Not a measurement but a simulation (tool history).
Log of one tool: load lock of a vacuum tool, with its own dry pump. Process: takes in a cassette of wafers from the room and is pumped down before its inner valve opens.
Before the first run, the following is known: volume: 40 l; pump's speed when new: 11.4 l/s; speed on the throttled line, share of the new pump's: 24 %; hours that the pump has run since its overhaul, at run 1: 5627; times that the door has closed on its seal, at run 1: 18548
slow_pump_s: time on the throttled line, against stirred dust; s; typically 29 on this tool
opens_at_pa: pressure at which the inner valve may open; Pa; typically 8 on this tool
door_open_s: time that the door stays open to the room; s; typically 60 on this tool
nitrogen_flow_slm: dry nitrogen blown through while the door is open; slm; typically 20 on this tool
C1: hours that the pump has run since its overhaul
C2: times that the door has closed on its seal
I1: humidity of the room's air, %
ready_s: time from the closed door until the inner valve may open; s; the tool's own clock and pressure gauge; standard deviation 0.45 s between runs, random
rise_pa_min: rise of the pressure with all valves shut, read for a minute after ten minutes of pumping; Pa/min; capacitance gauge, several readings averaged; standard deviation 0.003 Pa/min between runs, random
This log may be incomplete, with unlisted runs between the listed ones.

{"run": 1, "hour": 0.0, "slow_pump_s": 29, "opens_at_pa": 8, "door_open_s": 60, "nitrogen_flow_slm": 20, "C1": 5627, "C2": 18548, "I1": 46.1, "ready_s": 56.9, "rise_pa_min": 0.112}
{"run": 2, "hour": 217.8, "slow_pump_s": 29, "opens_at_pa": 8, "door_open_s": 60, "nitrogen_flow_slm": 22, "C1": 5845, "C2": 19556, "I1": 46.2, "ready_s": 56.4, "rise_pa_min": 0.119}
{"run": 3, "hour": 574.6, "slow_pump_s": 29, "opens_at_pa": 8, "door_open_s": 60, "nitrogen_flow_slm": 22, "C1": 6201, "C2": 21208, "I1": 42.2, "ready_s": 56.6, "rise_pa_min": 0.122}
{"run": 4, "hour": 796.3, "slow_pump_s": 29, "opens_at_pa": 13, "door_open_s": 60, "nitrogen_flow_slm": 20, "C1": 6423, "C2": 22235, "I1": 43.7, "ready_s": 54.9, "rise_pa_min": 0.128}
{"run": 5, "hour": 963.4, "slow_pump_s": 29, "opens_at_pa": 13, "door_open_s": 60, "nitrogen_flow_slm": 20, "C1": 6590, "C2": 23008, "I1": 45.2, "ready_s": 54.9, "rise_pa_min": 0.14}
{"run": 6, "hour": 1237.9, "slow_pump_s": 29, "opens_at_pa": 13, "door_open_s": 60, "nitrogen_flow_slm": 20, "C1": 6865, "C2": 24279, "I1": 44.9, "ready_s": 54.5, "rise_pa_min": 0.138}
{"run": 7, "hour": 1427.5, "slow_pump_s": 29, "opens_at_pa": 13, "door_open_s": 60, "nitrogen_flow_slm": 20, "C1": 7054, "C2": 25157, "I1": 45.7, "ready_s": 55.3, "rise_pa_min": 0.154}
{"run": 8, "hour": 1738.2, "slow_pump_s": 29, "opens_at_pa": 13, "door_open_s": 60, "nitrogen_flow_slm": 20, "C1": 7365, "C2": 26596, "I1": 45.2, "ready_s": 55.6, "rise_pa_min": 0.162}
{"run": 9, "hour": 1994.7, "slow_pump_s": 29, "opens_at_pa": 15, "door_open_s": 60, "nitrogen_flow_slm": 20, "C1": 7621, "C2": 27783, "I1": 47.9, "ready_s": 54.2, "rise_pa_min": 0.175}
{"run": 10, "hour": 2262.2, "slow_pump_s": 29, "opens_at_pa": 15, "door_open_s": 60, "nitrogen_flow_slm": 20, "C1": 7889, "C2": 29021, "I1": 44.7, "ready_s": 53.1, "rise_pa_min": 0.183}
{"run": 11, "hour": 2548.3, "slow_pump_s": 29, "opens_at_pa": 8, "door_open_s": 60, "nitrogen_flow_slm": 20, "C1": 8175, "C2": 30346, "I1": 45.8, "ready_s": 57.1, "rise_pa_min": 0.191}
{"run": 12, "hour": 2749.8, "slow_pump_s": 29, "opens_at_pa": 8, "door_open_s": 60, "nitrogen_flow_slm": 20, "C1": 8377, "C2": 31279, "I1": 42.6, "ready_s": 56.7, "rise_pa_min": 0.197}
{"run": 13, "hour": 2908.3, "slow_pump_s": 29, "opens_at_pa": 8, "door_open_s": 60, "nitrogen_flow_slm": 20, "C1": 8535, "C2": 32013, "I1": 45.3, "ready_s": 56.2, "rise_pa_min": 0.205}
{"run": 14, "hour": 3181.7, "slow_pump_s": 29, "opens_at_pa": 8, "door_open_s": 60, "nitrogen_flow_slm": 39, "C1": 8808, "C2": 33278, "I1": 45.7, "ready_s": 57, "rise_pa_min": 0.205}
{"run": 15, "hour": 3387.8, "slow_pump_s": 29, "opens_at_pa": 8, "door_open_s": 60, "nitrogen_flow_slm": 39, "C1": 9014, "C2": 34233, "I1": 45.8, "ready_s": 56.9, "rise_pa_min": 0.201}
{"run": 16, "hour": 3657.1, "slow_pump_s": 29, "opens_at_pa": 8, "door_open_s": 60, "nitrogen_flow_slm": 39, "C1": 9284, "C2": 35480, "I1": 42.8, "ready_s": 57.8, "rise_pa_min": 0.218}
{"run": 17, "hour": 3948.2, "slow_pump_s": 29, "opens_at_pa": 8, "door_open_s": 141, "nitrogen_flow_slm": 20, "C1": 9575, "C2": 36828, "I1": 44.8, "ready_s": 56.8, "rise_pa_min": 0.263}
{"run": 18, "hour": 4174.7, "slow_pump_s": 29, "opens_at_pa": 8, "door_open_s": 60, "nitrogen_flow_slm": 11, "C1": 9801, "C2": 37876, "I1": 43.5, "ready_s": 57.4, "rise_pa_min": 0.253}
{"run": 19, "hour": 4460.3, "slow_pump_s": 29, "opens_at_pa": 8, "door_open_s": 60, "nitrogen_flow_slm": 11, "C1": 10087, "C2": 39198, "I1": 44.3, "ready_s": 57.5, "rise_pa_min": 0.27}
{"run": 20, "hour": 4713.3, "slow_pump_s": 29, "opens_at_pa": 16, "door_open_s": 60, "nitrogen_flow_slm": 41, "C1": 10340, "C2": 40369, "I1": 43.8, "ready_s": 55, "rise_pa_min": 0.262}
{"run": 21, "hour": 5068.9, "slow_pump_s": 27, "opens_at_pa": 8, "door_open_s": 73, "nitrogen_flow_slm": 29, "C1": 10696, "C2": 42016, "I1": 43.2, "ready_s": 56.6, "rise_pa_min": 0.287}
{"run": 22, "hour": 5384.1, "slow_pump_s": 34, "opens_at_pa": 8, "door_open_s": 60, "nitrogen_flow_slm": 7, "C1": 11011, "C2": 43475, "I1": 41.6, "ready_s": 60.6, "rise_pa_min": 0.311}
{"run": 23, "hour": 5581.6, "slow_pump_s": 34, "opens_at_pa": 13, "door_open_s": 91, "nitrogen_flow_slm": 20, "C1": 11208, "C2": 44390, "I1": 45.5, "ready_s": 59.6, "rise_pa_min": 0.321}
{"run": 24, "hour": 5838.1, "slow_pump_s": 34, "opens_at_pa": 12, "door_open_s": 91, "nitrogen_flow_slm": 37, "C1": 11465, "C2": 45577, "I1": 46.5, "ready_s": 59.2, "rise_pa_min": 0.326}
{"run": 25, "hour": 6108.5, "slow_pump_s": 18, "opens_at_pa": 13, "door_open_s": 64, "nitrogen_flow_slm": 6, "C1": 11735, "C2": 46829, "I1": 48.1, "ready_s": 47.6, "rise_pa_min": 0.363}
{"run": 26, "hour": 6298.2, "slow_pump_s": 29, "opens_at_pa": 8, "door_open_s": 43, "nitrogen_flow_slm": 21, "C1": 11925, "C2": 47708, "I1": 40.2, "ready_s": 56.4, "rise_pa_min": 0.34}
{"run": 27, "hour": 6591.0, "slow_pump_s": 29, "opens_at_pa": 8, "door_open_s": 43, "nitrogen_flow_slm": 21, "C1": 12218, "C2": 49063, "I1": 47.6, "ready_s": 57.6, "rise_pa_min": 0.36}
{"hour": 6607.8, "done": "door's seal changed, seat wiped"}
{"run": 28, "hour": 6951.7, "slow_pump_s": 29, "opens_at_pa": 8, "door_open_s": 43, "nitrogen_flow_slm": 21, "C1": 12577, "C2": 1592, "I1": 46.4, "ready_s": 58.4, "rise_pa_min": 0.043}
{"run": 29, "hour": 7253.8, "slow_pump_s": 29, "opens_at_pa": 8, "door_open_s": 43, "nitrogen_flow_slm": 21, "C1": 12879, "C2": 2991, "I1": 44.9, "ready_s": 57.2, "rise_pa_min": 0.035}
{"run": 30, "hour": 7616.9, "slow_pump_s": 55, "opens_at_pa": 7, "door_open_s": 57, "nitrogen_flow_slm": 12, "C1": 13242, "C2": 4672, "I1": 43, "ready_s": 76.7, "rise_pa_min": 0.056}
{"run": 31, "hour": 7848.8, "slow_pump_s": 21, "opens_at_pa": 9, "door_open_s": 57, "nitrogen_flow_slm": 25, "C1": 13474, "C2": 5745, "I1": 45.9, "ready_s": 51.7, "rise_pa_min": 0.053}
{"run": 32, "hour": 8169.2, "slow_pump_s": 29, "opens_at_pa": 8, "door_open_s": 80, "nitrogen_flow_slm": 20, "C1": 13794, "C2": 7229, "I1": 42.6, "ready_s": 57.4, "rise_pa_min": 0.059}
{"run": 33, "hour": 8369.7, "slow_pump_s": 29, "opens_at_pa": 8, "door_open_s": 80, "nitrogen_flow_slm": 20, "C1": 13995, "C2": 8157, "I1": 45.7, "ready_s": 58.2, "rise_pa_min": 0.067}
{"run": 34, "hour": 8606.1, "slow_pump_s": 29, "opens_at_pa": 15, "door_open_s": 84, "nitrogen_flow_slm": 20, "C1": 14231, "C2": 9251, "I1": 50.4, "ready_s": 55.8, "rise_pa_min": 0.084}
{"run": 35, "hour": 8795.4, "slow_pump_s": 25, "opens_at_pa": 9, "door_open_s": 60, "nitrogen_flow_slm": 20, "C1": 14421, "C2": 10128, "I1": 41.8, "ready_s": 54.4, "rise_pa_min": 0.069}
{"run": 36, "hour": 8948.6, "slow_pump_s": 25, "opens_at_pa": 9, "door_open_s": 161, "nitrogen_flow_slm": 14, "C1": 14574, "C2": 10837, "I1": 46.6, "ready_s": 55.2, "rise_pa_min": 0.107}
{"run": 37, "hour": 9151.6, "slow_pump_s": 34, "opens_at_pa": 8, "door_open_s": 60, "nitrogen_flow_slm": 13, "C1": 14777, "C2": 11777, "I1": 43.9, "ready_s": 61.1, "rise_pa_min": 0.075}
{"run": 38, "hour": 9327.6, "slow_pump_s": 29, "opens_at_pa": 8, "door_open_s": 60, "nitrogen_flow_slm": 8, "C1": 14953, "C2": 12592, "I1": 40.6, "ready_s": 58.7, "rise_pa_min": 0.085}

Entry by entry between the runs, the difference in hidden state between the last listed run before and the first listed run after:
Between runs 27 and 28: door's seal changed, seat wiped (hour 6607.8)
  pump's speed, % of a new pump's: 92.4 -> 92.2; leak at the door's seal, Pa l/s: 0.2198 -> 0.0047
  difference, measured minus the result without the unlogged condition, ready_s: +2.2 -> +2.3 s; rise_pa_min: +0.328 -> +0.004 Pa/min
